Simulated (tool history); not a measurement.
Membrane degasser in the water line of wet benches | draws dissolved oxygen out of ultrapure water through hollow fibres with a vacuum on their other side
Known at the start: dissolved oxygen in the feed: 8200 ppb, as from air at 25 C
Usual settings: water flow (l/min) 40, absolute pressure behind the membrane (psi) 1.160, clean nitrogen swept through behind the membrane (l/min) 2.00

run,day,water flow (l/min),absolute pressure behind the membrane (psi),clean nitrogen swept through behind the membrane (l/min),dissolved oxygen in the water behind the degasser (ppb),pressure that the water loses in the fibres (psi)
1,0.000,40,1.160,2.00,379.4,8.148
2,9.329,28,1.160,2.00,213.5,5.680
3,17.438,28,1.160,2.00,213.0,5.726
4,26.354,28,1.160,2.00,209.6,5.716
# day 27.642: seals of the vacuum lines changed
5,33.496,40,1.160,2.00,381.1,8.306
6,47.150,40,1.160,2.00,388.8,8.187
7,57.696,40,1.160,2.00,385.0,8.290
8,64.479,40,2.139,2.00,646.8,8.264
9,76.988,40,0.805,2.00,287.8,8.245
10,90.171,40,0.805,2.00,287.1,8.266
11,99.812,40,1.160,1.21,506.7,8.303
12,110.883,27,1.160,1.21,289.7,5.585
# day 113.371: vacuum gauge calibrated
13,117.371,27,1.160,1.21,285.9,5.651
14,123.417,40,0.847,2.00,296.1,8.363
15,134.175,40,0.847,2.00,302.4,8.314
16,145.454,40,0.847,2.00,302.1,8.299
17,155.271,40,0.847,2.00,311.8,8.331
18,167.396,41,0.935,5.75,257.1,8.551
19,181.983,44,2.202,5.24,470.6,9.223
20,189.171,44,2.514,5.11,517.5,9.275
21,199.308,44,2.514,5.11,503.8,9.146
22,212.171,30,0.722,4.69,114.2,6.282
23,222.871,30,0.722,1.82,154.6,6.322
24,230.812,40,1.160,0.92,588.5,8.469
25,239.646,27,1.300,4.99,138.2,5.693
26,250.467,48,0.841,2.00,446.3,10.102
27,262.254,43,1.160,1.09,608.0,9.078
28,270.154,44,1.160,2.00,488.3,9.397
# day 283.229: vacuum gauge calibrated
29,284.450,44,1.160,2.00,473.7,9.327
30,298.725,44,0.947,1.12,502.2,9.400
31,313.296,44,0.696,3.80,305.1,9.390
32,325.608,44,0.696,3.80,307.0,9.393

The same runs without the tool's hidden state, with the same run-to-run variation:
The hidden state here: membrane still open, %; true pressure behind the membrane over the reading, kPa; air that leaks in behind the membrane, l/min; drift of the gauge itself on oxygen_ppb, %; drift of the gauge itself on loss_of_pressure_kpa, %.
run,dissolved oxygen in the water behind the degasser (ppb),pressure that the water loses in the fibres (psi)
1,351.2,7.828
2,199.2,5.449
3,198.3,5.490
4,194.5,5.472
5,349.4,7.948
6,354.9,7.819
7,350.1,7.906
8,613.4,7.874
9,249.5,7.844
10,247.5,7.849
11,462.9,7.876
12,267.9,5.290
13,270.3,5.349
14,258.6,7.907
15,262.9,7.851
16,261.2,7.823
17,268.6,7.844
18,213.4,8.038
19,419.9,8.654
20,466.1,8.695
21,452.5,8.560
22,89.0,5.870
23,125.7,5.902
24,533.5,7.899
25,117.6,5.301
26,371.2,9.391
27,540.9,8.427
28,420.0,8.717
29,412.4,8.631
30,438.7,8.683
31,237.7,8.657
32,237.7,8.644
